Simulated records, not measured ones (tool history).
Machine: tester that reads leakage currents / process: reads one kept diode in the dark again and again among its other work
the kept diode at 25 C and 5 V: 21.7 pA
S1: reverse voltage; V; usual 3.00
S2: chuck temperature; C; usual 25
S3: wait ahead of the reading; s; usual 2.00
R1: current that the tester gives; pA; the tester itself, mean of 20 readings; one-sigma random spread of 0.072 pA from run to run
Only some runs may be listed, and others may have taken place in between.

run	hour	S1	S2	S3	R1
1	0.0	3.00	25	2.00	17.08
2	73.1	3.00	25	2.00	16.98
3	134.4	3.00	25	2.00	16.89
4	209.8	3.00	25	2.00	16.90
5	293.8	3.00	25	2.00	17.19
6	351.3	3.00	25	2.00	17.08
7	421.6	3.00	21	2.00	12.10
8	518.1	3.00	21	2.00	12.32
9	608.3	1.86	25	2.00	13.75
10	712.0	3.00	27	2.00	20.41
11	825.7	3.00	25	8.29	17.26
12	895.0	3.00	25	8.29	17.29
13	967.1	3.00	47	2.00	108.65
14	1078.6	3.00	47	2.00	108.81
15	1154.3	3.00	25	9.46	17.40
16	1219.3	3.00	25	9.46	17.36
17	1332.8	3.00	25	9.46	18.96
18	1397.9	3.00	25	9.46	19.05
19	1493.7	3.00	25	9.46	19.17
20	1602.6	3.00	25	9.46	19.21
21	1655.3	3.60	56	8.50	255.58
22	1718.8	3.00	50	2.58	148.43
23	1813.4	3.00	35	6.08	44.39
24	1872.2	14.17	21	0.68	34.50
25	1936.9	14.17	21	0.68	34.55
26	2030.4	14.17	21	0.68	34.88
27	2082.3	14.17	21	0.68	35.04
28	2143.0	15.47	52	0.53	361.96
29	2219.7	3.55	25	3.28	21.23
30	2304.2	3.55	25	3.28	21.15
31	2383.0	3.55	25	3.28	21.26
32	2452.3	3.00	57	0.51	252.90
33	2559.4	3.00	57	0.51	251.66
34	2642.5	1.22	25	2.00	12.43
35	2753.2	1.87	30	7.81	23.32
36	2805.2	3.00	52	2.00	171.04
37	2893.5	5.74	53	2.87	247.36
38	2941.3	5.74	53	2.87	247.88
39	3012.4	17.15	25	6.53	52.42

Withheld: 1 entry from between the runs. Position of each, and hidden state at the listed run before versus the listed run after:
Run 16 -> run 17: chuck's temperature calibrated (hour 1229.7)
  stray current of the dirty probe card, pA a volt: 0.563 -> 0.588; current scale over the true one, %: 1.39 -> 1.43; true chuck temperature over the reading, C: -1.22 -> -0.23
  the result without the hidden state subtracted from the measured one, R1: +0.00 -> +1.60 pA

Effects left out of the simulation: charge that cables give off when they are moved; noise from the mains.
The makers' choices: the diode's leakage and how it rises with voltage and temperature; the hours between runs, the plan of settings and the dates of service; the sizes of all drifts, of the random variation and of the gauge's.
